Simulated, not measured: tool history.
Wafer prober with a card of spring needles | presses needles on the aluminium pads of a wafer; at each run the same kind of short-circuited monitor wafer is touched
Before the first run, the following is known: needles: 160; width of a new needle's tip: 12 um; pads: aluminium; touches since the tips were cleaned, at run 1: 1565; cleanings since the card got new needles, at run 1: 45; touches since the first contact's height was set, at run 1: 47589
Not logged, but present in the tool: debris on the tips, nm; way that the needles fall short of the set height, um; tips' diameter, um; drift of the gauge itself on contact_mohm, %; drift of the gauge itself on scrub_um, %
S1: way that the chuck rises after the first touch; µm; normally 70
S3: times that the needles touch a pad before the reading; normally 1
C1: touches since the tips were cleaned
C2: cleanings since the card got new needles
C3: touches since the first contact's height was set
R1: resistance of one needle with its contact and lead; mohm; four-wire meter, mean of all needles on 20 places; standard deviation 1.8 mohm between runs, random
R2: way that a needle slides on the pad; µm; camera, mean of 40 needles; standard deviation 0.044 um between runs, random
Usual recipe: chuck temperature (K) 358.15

{"run": 1, "hour": 0.0, "S1": 70, "chuck temperature (K)": 358.15, "S3": 1, "C1": 1565, "C2": 45, "C3": 47589, "R1": 184, "R2": 11.26}
{"hour": 3.1, "done": "tips cleaned on abrasive film"}
{"hour": 10.6, "done": "tips cleaned on abrasive film"}
{"hour": 18.1, "done": "tips cleaned on abrasive film"}
{"run": 2, "hour": 19.2, "S1": 70, "chuck temperature (K)": 358.15, "S3": 3, "C1": 356, "C2": 48, "C3": 53551, "R1": 185, "R2": 11.22}
{"hour": 26.4, "done": "tips cleaned on abrasive film"}
{"run": 3, "hour": 31.0, "S1": 70, "chuck temperature (K)": 358.15, "S3": 3, "C1": 1431, "C2": 49, "C3": 57238, "R1": 183, "R2": 11.23}
{"hour": 35.4, "done": "tips cleaned on abrasive film"}
{"hour": 44.0, "done": "tips cleaned on abrasive film"}
{"run": 4, "hour": 47.8, "S1": 70, "chuck temperature (K)": 358.15, "S3": 3, "C1": 1190, "C2": 51, "C3": 62480, "R1": 183, "R2": 11.32}
{"hour": 52.3, "done": "tips cleaned on abrasive film"}
{"hour": 60.3, "done": "tips cleaned on abrasive film"}
{"hour": 63.9, "done": "height of the first contact set anew"}
{"run": 5, "hour": 67.1, "S1": 70, "chuck temperature (K)": 358.15, "S3": 3, "C1": 2044, "C2": 53, "C3": 1020, "R1": 181, "R2": 11.23}
{"hour": 69.0, "done": "tips cleaned on abrasive film"}
{"hour": 77.1, "done": "tips cleaned on abrasive film"}
{"run": 6, "hour": 80.8, "S1": 70, "chuck temperature (K)": 358.15, "S3": 1, "C1": 1172, "C2": 55, "C3": 5270, "R1": 182, "R2": 11.27}
{"hour": 84.5, "done": "tips cleaned on abrasive film"}
{"hour": 93.1, "done": "tips cleaned on abrasive film"}
{"hour": 100.8, "done": "tips cleaned on abrasive film"}
{"run": 7, "hour": 104.2, "S1": 70, "chuck temperature (K)": 358.15, "S3": 1, "C1": 1068, "C2": 58, "C3": 12574, "R1": 183, "R2": 11.22}
{"hour": 109.0, "done": "tips cleaned on abrasive film"}
{"hour": 117.6, "done": "tips cleaned on abrasive film"}
{"run": 8, "hour": 122.3, "S1": 70, "chuck temperature (K)": 337.15, "S3": 1, "C1": 1499, "C2": 60, "C3": 18223, "R1": 179, "R2": 11.28}
{"hour": 126.0, "done": "tips cleaned on abrasive film"}
{"hour": 134.7, "done": "tips cleaned on abrasive film"}
{"hour": 143.4, "done": "tips cleaned on abrasive film"}
{"run": 9, "hour": 143.9, "S1": 70, "chuck temperature (K)": 358.15, "S3": 1, "C1": 162, "C2": 63, "C3": 24937, "R1": 183, "R2": 11.32}
{"hour": 150.8, "done": "tips cleaned on abrasive film"}
{"hour": 158.3, "done": "tips cleaned on abrasive film"}
{"run": 10, "hour": 158.4, "S1": 70, "chuck temperature (K)": 358.15, "S3": 1, "C1": 15, "C2": 65, "C3": 29452, "R1": 181, "R2": 11.3}
{"hour": 166.2, "done": "tips cleaned on abrasive film"}
{"run": 11, "hour": 169.3, "S1": 71, "chuck temperature (K)": 358.15, "S3": 1, "C1": 998, "C2": 66, "C3": 32877, "R1": 183, "R2": 11.53}
{"hour": 174.1, "done": "tips cleaned on abrasive film"}
{"run": 12, "hour": 180.9, "S1": 71, "chuck temperature (K)": 358.15, "S3": 1, "C1": 2140, "C2": 67, "C3": 36509, "R1": 181, "R2": 11.49}
{"hour": 182.6, "done": "tips cleaned on abrasive film"}
{"hour": 191.0, "done": "tips cleaned on abrasive film"}
{"run": 13, "hour": 193.8, "S1": 71, "chuck temperature (K)": 358.15, "S3": 1, "C1": 871, "C2": 69, "C3": 40498, "R1": 183, "R2": 11.48}
{"hour": 199.2, "done": "tips cleaned on abrasive film"}
{"hour": 207.7, "done": "tips cleaned on abrasive film"}
{"hour": 215.5, "done": "tips cleaned on abrasive film"}
{"run": 14, "hour": 216.5, "S1": 73, "chuck temperature (K)": 358.15, "S3": 1, "C1": 340, "C2": 72, "C3": 47594, "R1": 183, "R2": 11.95}
{"hour": 223.3, "done": "tips cleaned on abrasive film"}
{"hour": 231.3, "done": "tips cleaned on abrasive film"}
{"hour": 238.7, "done": "tips cleaned on abrasive film"}
{"run": 15, "hour": 238.7, "S1": 73, "chuck temperature (K)": 376.15, "S3": 1, "C1": 0, "C2": 75, "C3": 54488, "R1": 185, "R2": 11.98}
{"hour": 246.3, "done": "tips cleaned on abrasive film"}
{"hour": 254.1, "done": "tips cleaned on abrasive film"}
{"run": 16, "hour": 257.2, "S1": 90, "chuck temperature (K)": 344.15, "S3": 1, "C1": 987, "C2": 77, "C3": 60290, "R1": 178, "R2": 14.64}
{"hour": 262.1, "done": "tips cleaned on abrasive film"}
{"run": 17, "hour": 267.9, "S1": 70, "chuck temperature (K)": 322.15, "S3": 1, "C1": 1850, "C2": 78, "C3": 63635, "R1": 177, "R2": 11.48}
{"hour": 269.8, "done": "tips cleaned on abrasive film"}
{"hour": 278.2, "done": "tips cleaned on abrasive film"}
{"hour": 280.3, "done": "height of the first contact set anew"}
{"run": 18, "hour": 280.4, "S1": 70, "chuck temperature (K)": 322.15, "S3": 3, "C1": 593, "C2": 80, "C3": 26, "R1": 175, "R2": 11.46}
{"hour": 283.6, "done": "gauge calibrated"}
{"hour": 287.3, "done": "tips cleaned on abrasive film"}
{"hour": 295.8, "done": "tips cleaned on abrasive film"}
{"run": 19, "hour": 301.2, "S1": 61, "chuck temperature (K)": 358.15, "S3": 1, "C1": 1713, "C2": 82, "C3": 6541, "R1": 186, "R2": 9.73}
{"hour": 303.8, "done": "tips cleaned on abrasive film"}
{"hour": 311.8, "done": "tips cleaned on abrasive film"}
{"hour": 320.3, "done": "tips cleaned on abrasive film"}
{"run": 20, "hour": 324.3, "S1": 61, "chuck temperature (K)": 358.15, "S3": 1, "C1": 1253, "C2": 85, "C3": 13741, "R1": 183, "R2": 9.81}
{"hour": 328.8, "done": "tips cleaned on abrasive film"}
{"hour": 337.2, "done": "tips cleaned on abrasive film"}
{"run": 21, "hour": 342.5, "S1": 52, "chuck temperature (K)": 306.15, "S3": 2, "C1": 1676, "C2": 87, "C3": 19430, "R1": 174, "R2": 8.31}
{"hour": 346.2, "done": "tips cleaned on abrasive film"}
{"hour": 353.5, "done": "tips cleaned on abrasive film"}
{"run": 22, "hour": 355.3, "S1": 58, "chuck temperature (K)": 306.15, "S3": 1, "C1": 549, "C2": 89, "C3": 23390, "R1": 174, "R2": 9.35}
{"hour": 361.8, "done": "tips cleaned on abrasive film"}
{"hour": 370.3, "done": "tips cleaned on abrasive film"}
{"run": 23, "hour": 373.0, "S1": 72, "chuck temperature (K)": 343.15, "S3": 1, "C1": 863, "C2": 91, "C3": 28929, "R1": 180, "R2": 11.59}
{"hour": 379.1, "done": "tips cleaned on abrasive film"}
{"run": 24, "hour": 383.4, "S1": 89, "chuck temperature (K)": 355.15, "S3": 2, "C1": 1353, "C2": 92, "C3": 32183, "R1": 182, "R2": 14.34}
{"hour": 386.5, "done": "tips cleaned on abrasive film"}
{"hour": 394.6, "done": "tips cleaned on abrasive film"}
{"run": 25, "hour": 396.7, "S1": 80, "chuck temperature (K)": 358.15, "S3": 3, "C1": 667, "C2": 94, "C3": 36310, "R1": 180, "R2": 12.9}
{"hour": 403.4, "done": "tips cleaned on abrasive film"}
{"hour": 410.8, "done": "tips cleaned on abrasive film"}
{"run": 26, "hour": 411.3, "S1": 60, "chuck temperature (K)": 306.15, "S3": 1, "C1": 161, "C2": 96, "C3": 40869, "R1": 176, "R2": 9.71}
{"hour": 419.5, "done": "tips cleaned on abrasive film"}
{"run": 27, "hour": 423.9, "S1": 60, "chuck temperature (K)": 306.15, "S3": 1, "C1": 1391, "C2": 97, "C3": 44797, "R1": 172, "R2": 9.68}
{"hour": 427.6, "done": "tips cleaned on abrasive film"}
{"hour": 435.9, "done": "tips cleaned on abrasive film"}
{"run": 28, "hour": 439.0, "S1": 60, "chuck temperature (K)": 306.15, "S3": 1, "C1": 968, "C2": 99, "C3": 49504, "R1": 176, "R2": 9.71}

Each row is a separate what-if for the run after 28, all from the same tool condition, not one after another. Results?
{"hour": 443.3, "done": "tips cleaned on abrasive film"}
{"run": "A", "hour": 449.3, "S1": 65, "chuck temperature (K)": 306.15, "S3": 1, "C1": 1900, "C2": 100, "C3": 52729, "R1": "?", "R2": "?"}
{"hour": 443.3, "done": "tips cleaned on abrasive film"}
{"run": "B", "hour": 449.3, "S1": 66, "chuck temperature (K)": 311.15, "S3": 3, "C1": 1900, "C2": 100, "C3": 52729, "R1": "?", "R2": "?"}
{"hour": 443.3, "done": "tips cleaned on abrasive film"}
{"run": "C", "hour": 449.3, "S1": 67, "chuck temperature (K)": 357.15, "S3": 2, "C1": 1900, "C2": 100, "C3": 52729, "R1": "?", "R2": "?"}
{"hour": 443.3, "done": "tips cleaned on abrasive film"}
{"run": "D", "hour": 449.3, "S1": 58, "chuck temperature (K)": 327.15, "S3": 1, "C1": 1900, "C2": 100, "C3": 52729, "R1": "?", "R2": "?"}
{"hour": 443.3, "done": "tips cleaned on abrasive film"}
{"run": "E", "hour": 449.3, "S1": 53, "chuck temperature (K)": 353.15, "S3": 1, "C1": 1900, "C2": 100, "C3": 52729, "R1": "?", "R2": "?"}

run=A R1=178 R2=10.53
run=B R1=176 R2=10.7
run=C R1=185 R2=10.87
run=D R1=179 R2=9.42
run=E R1=186 R2=8.59
With the hidden condition removed and each run's random variation left untouched, the same runs would have given:
run=A R1=177 R2=10.4
run=B R1=175 R2=10.57
run=C R1=185 R2=10.74
run=D R1=178 R2=9.31
run=E R1=185 R2=8.49

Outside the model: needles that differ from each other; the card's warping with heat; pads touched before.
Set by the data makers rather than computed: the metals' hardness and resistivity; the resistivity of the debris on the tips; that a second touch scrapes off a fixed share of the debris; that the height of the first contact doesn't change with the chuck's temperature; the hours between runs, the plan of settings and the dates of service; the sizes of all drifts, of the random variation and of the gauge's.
